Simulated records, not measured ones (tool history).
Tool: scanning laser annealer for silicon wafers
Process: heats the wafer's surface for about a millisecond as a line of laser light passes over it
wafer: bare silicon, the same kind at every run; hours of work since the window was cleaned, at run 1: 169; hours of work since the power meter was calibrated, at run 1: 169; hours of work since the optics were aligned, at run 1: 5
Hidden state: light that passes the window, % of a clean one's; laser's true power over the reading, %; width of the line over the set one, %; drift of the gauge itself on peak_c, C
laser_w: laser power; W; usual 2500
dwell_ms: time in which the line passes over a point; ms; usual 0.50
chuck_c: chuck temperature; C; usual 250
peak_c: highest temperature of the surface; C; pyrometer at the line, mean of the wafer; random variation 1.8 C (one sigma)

run,hour,laser_w,dwell_ms,chuck_c,hours of work since the window was cleaned,hours of work since the power meter was calibrated,hours of work since the optics were aligned,peak_c
1,0.0,2500,0.50,250,169,169,5,1034
2,32.2,2500,0.50,250,190,190,26,1033
3,52.6,2500,0.50,250,203,203,40,1036
4,92.2,2500,0.50,250,230,230,66,1031
5,113.3,2500,0.50,250,244,244,80,1027
6,147.7,2500,0.50,250,266,266,103,1027
7,179.7,2500,0.50,250,288,288,124,1028
8,226.2,2154,0.50,250,319,319,155,896
9,262.9,2154,0.50,250,343,343,179,896
10,284.7,2500,0.50,226,357,357,194,1001
11,319.7,2288,0.50,250,381,381,217,945
12,353.9,2288,0.50,250,403,403,239,941
13,393.6,2288,0.50,250,430,430,266,941
14,421.3,2288,0.50,250,448,448,284,944

The next listed run, before its measurement:
15,454.5,2288,0.59,250,470,470,306,?

{"run 15": {"peak_c": 1007}}
Without the tool's hidden state the same run would have given peak_c 1034 C.
